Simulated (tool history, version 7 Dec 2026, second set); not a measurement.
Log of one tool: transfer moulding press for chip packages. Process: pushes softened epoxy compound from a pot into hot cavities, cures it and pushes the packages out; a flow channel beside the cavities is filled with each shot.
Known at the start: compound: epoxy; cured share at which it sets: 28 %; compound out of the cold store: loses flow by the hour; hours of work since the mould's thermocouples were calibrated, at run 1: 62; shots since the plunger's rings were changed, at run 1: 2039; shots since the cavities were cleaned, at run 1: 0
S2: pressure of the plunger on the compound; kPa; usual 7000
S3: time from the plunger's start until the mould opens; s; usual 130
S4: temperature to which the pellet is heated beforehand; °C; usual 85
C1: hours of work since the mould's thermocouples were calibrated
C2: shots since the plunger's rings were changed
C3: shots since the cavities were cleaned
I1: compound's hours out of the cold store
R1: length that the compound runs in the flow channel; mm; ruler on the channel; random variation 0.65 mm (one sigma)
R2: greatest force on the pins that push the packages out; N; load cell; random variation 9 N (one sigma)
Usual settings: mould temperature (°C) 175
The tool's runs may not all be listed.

run 1 hour=0 | mould_temperature_(°C)=175 S2=7000 S3=130 S4=85 | C1=62 C2=2039 C3=0 | I1=41.4 | R1=501.3 R2=394
run 2 hour=51.1 | mould_temperature_(°C)=175 S2=7000 S3=130 S4=85 | C1=101 C2=2596 C3=557 | I1=36.1 | R1=517.9 R2=560
-- hour=75.2 plunger's sealing rings changed
-- hour=111.1 cavities cleaned with cleaning compound and waxed
run 3 hour=113.6 | mould_temperature_(°C)=175 S2=7000 S3=150 S4=85 | C1=145 C2=403 C3=28 | I1=28.1 | R1=556.5 R2=378
run 4 hour=150.9 | mould_temperature_(°C)=175 S2=7000 S3=150 S4=85 | C1=173 C2=810 C3=435 | I1=37.8 | R1=520.7 R2=459
run 5 hour=183.7 | mould_temperature_(°C)=175 S2=6990 S3=150 S4=85 | C1=198 C2=1167 C3=792 | I1=43.3 | R1=501.5 R2=538
-- hour=222.4 cavities cleaned with cleaning compound and waxed
run 6 hour=236.6 | mould_temperature_(°C)=175 S2=6990 S3=150 S4=85 | C1=237 C2=1727 C3=154 | I1=18.4 | R1=587.8 R2=404
run 7 hour=264.7 | mould_temperature_(°C)=175 S2=6990 S3=150 S4=85 | C1=258 C2=2034 C3=461 | I1=36.4 | R1=521.6 R2=460
run 8 hour=299.2 | mould_temperature_(°C)=175 S2=6990 S3=150 S4=85 | C1=284 C2=2410 C3=837 | I1=26.9 | R1=554.4 R2=529
-- hour=333.4 cavities cleaned with cleaning compound and waxed
-- hour=340.6 plunger's sealing rings changed
run 9 hour=340.6 | mould_temperature_(°C)=175 S2=7000 S3=130 S4=85 | C1=313 C2=0 C3=51 | I1=40.3 | R1=515.6 R2=416
run 10 hour=395.3 | mould_temperature_(°C)=175 S2=7000 S3=130 S4=85 | C1=354 C2=596 C3=647 | I1=16.2 | R1=602 R2=637
-- hour=443.1 cavities cleaned with cleaning compound and waxed
run 11 hour=448.8 | mould_temperature_(°C)=175 S2=7000 S3=130 S4=85 | C1=393 C2=1163 C3=61 | I1=29.3 | R1=550.9 R2=434
run 12 hour=477.7 | mould_temperature_(°C)=175 S2=7000 S3=130 S4=85 | C1=415 C2=1479 C3=377 | I1=43.3 | R1=501.6 R2=530
-- hour=515.1 mould's thermocouples calibrated
run 13 hour=525.3 | mould_temperature_(°C)=175 S2=7000 S3=130 S4=85 | C1=8 C2=1976 C3=874 | I1=31.1 | R1=541.3 R2=632
-- hour=554.3 cavities cleaned with cleaning compound and waxed
run 14 hour=565.7 | mould_temperature_(°C)=175 S2=7000 S3=130 S4=80 | C1=37 C2=2400 C3=124 | I1=31.2 | R1=540.3 R2=469
-- hour=607.9 plunger's sealing rings changed
run 15 hour=621 | mould_temperature_(°C)=178 S2=7000 S3=137 S4=87 | C1=77 C2=144 C3=701 | I1=14.2 | R1=608.7 R2=526

The next listed run, before its measurement:
run 16 hour=645.5 | mould_temperature_(°C)=173 S2=5480 S3=130 S4=83 | C1=96 C2=410 C3=967 | I1=42.2 | R1=? R2=?

{"run 16": {"R1": 452.5, "R2": 711}}
Without the tool's hidden state the same run would have given R1 453.6 mm, R2 446 N.

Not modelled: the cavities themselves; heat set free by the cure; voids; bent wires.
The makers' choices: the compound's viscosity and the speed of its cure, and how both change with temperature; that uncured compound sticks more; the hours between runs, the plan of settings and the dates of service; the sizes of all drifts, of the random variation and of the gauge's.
